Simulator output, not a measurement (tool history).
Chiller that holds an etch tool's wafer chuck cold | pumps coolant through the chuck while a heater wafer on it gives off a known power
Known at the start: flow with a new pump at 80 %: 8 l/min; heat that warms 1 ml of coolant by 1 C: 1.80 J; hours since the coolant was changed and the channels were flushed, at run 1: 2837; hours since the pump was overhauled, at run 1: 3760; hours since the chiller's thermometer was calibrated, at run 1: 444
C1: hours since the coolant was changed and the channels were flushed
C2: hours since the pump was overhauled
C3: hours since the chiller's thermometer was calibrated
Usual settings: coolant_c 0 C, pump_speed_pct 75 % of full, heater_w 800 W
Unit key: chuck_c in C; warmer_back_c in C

run 1 hour=0 | coolant_c=0 pump_speed_pct=75 heater_w=800 | C1=2837 C2=3760 C3=444 | chuck_c=11.4 warmer_back_c=3.77
run 2 hour=147.2 | coolant_c=0 pump_speed_pct=75 heater_w=800 | C1=2985 C2=3907 C3=591 | chuck_c=11.3 warmer_back_c=3.75
run 3 hour=302.3 | coolant_c=0 pump_speed_pct=75 heater_w=800 | C1=3140 C2=4063 C3=746 | chuck_c=11.5 warmer_back_c=3.7
run 4 hour=416.4 | coolant_c=0 pump_speed_pct=75 heater_w=800 | C1=3254 C2=4177 C3=860 | chuck_c=11.5 warmer_back_c=3.75
run 5 hour=583.9 | coolant_c=0 pump_speed_pct=75 heater_w=800 | C1=3421 C2=4344 C3=1028 | chuck_c=11.5 warmer_back_c=3.81
run 6 hour=702.5 | coolant_c=0 pump_speed_pct=87 heater_w=800 | C1=3540 C2=4463 C3=1146 | chuck_c=10.3 warmer_back_c=3.27
run 7 hour=797.1 | coolant_c=0 pump_speed_pct=75 heater_w=800 | C1=3635 C2=4557 C3=1241 | chuck_c=11.7 warmer_back_c=3.82
run 8 hour=903.2 | coolant_c=0 pump_speed_pct=75 heater_w=800 | C1=3741 C2=4663 C3=1347 | chuck_c=11.6 warmer_back_c=3.8
run 9 hour=1028.3 | coolant_c=0 pump_speed_pct=75 heater_w=800 | C1=3866 C2=4789 C3=1472 | chuck_c=11.7 warmer_back_c=3.81
run 10 hour=1175.7 | coolant_c=0 pump_speed_pct=75 heater_w=418 | C1=4013 C2=4936 C3=1619 | chuck_c=6.2 warmer_back_c=1.95
run 11 hour=1310.4 | coolant_c=3 pump_speed_pct=94 heater_w=899 | C1=4148 C2=5071 C3=1754 | chuck_c=14.1 warmer_back_c=3.41
run 12 hour=1442.8 | coolant_c=3 pump_speed_pct=94 heater_w=899 | C1=4280 C2=5203 C3=1887 | chuck_c=14.4 warmer_back_c=3.4
-- hour=1563.8 chiller's thermometer calibrated
run 13 hour=1607.2 | coolant_c=3 pump_speed_pct=94 heater_w=899 | C1=4444 C2=5366 C3=43 | chuck_c=14.2 warmer_back_c=3.47
run 14 hour=1714.1 | coolant_c=7 pump_speed_pct=65 heater_w=899 | C1=4551 C2=5473 C3=150 | chuck_c=21.8 warmer_back_c=4.98
run 15 hour=1844.2 | coolant_c=7 pump_speed_pct=65 heater_w=899 | C1=4681 C2=5603 C3=280 | chuck_c=22 warmer_back_c=5.04
run 16 hour=2001.4 | coolant_c=1 pump_speed_pct=74 heater_w=607 | C1=4838 C2=5761 C3=438 | chuck_c=10.3 warmer_back_c=2.92
run 17 hour=2071.8 | coolant_c=1 pump_speed_pct=74 heater_w=749 | C1=4908 C2=5831 C3=508 | chuck_c=12.5 warmer_back_c=3.63
run 18 hour=2246.2 | coolant_c=-2 pump_speed_pct=74 heater_w=863 | C1=5083 C2=6005 C3=682 | chuck_c=11.2 warmer_back_c=4.25
run 19 hour=2374.1 | coolant_c=6 pump_speed_pct=100 heater_w=665 | C1=5211 C2=6133 C3=810 | chuck_c=14.3 warmer_back_c=2.43
run 20 hour=2485.3 | coolant_c=-5 pump_speed_pct=75 heater_w=914 | C1=5322 C2=6245 C3=922 | chuck_c=9 warmer_back_c=4.42

For each entry between runs, how does the tool's hidden state at the last listed run before it compare with that at the first listed run after it?
Between runs 12 and 13: chiller's thermometer calibrated (hour 1563.8)
  heat passed by the chuck's channels, % of clean ones': 91.5 -> 91.2; flow at a given pump speed, % of a new pump's: 93.2 -> 93; coolant's true temperature over the reading, C: -0.06 -> 0.01
  what was measured, less what the result would be without the hidden state, chuck_c: +1.3 -> +1.4 C; warmer_back_c: +0.23 -> +0.24 C

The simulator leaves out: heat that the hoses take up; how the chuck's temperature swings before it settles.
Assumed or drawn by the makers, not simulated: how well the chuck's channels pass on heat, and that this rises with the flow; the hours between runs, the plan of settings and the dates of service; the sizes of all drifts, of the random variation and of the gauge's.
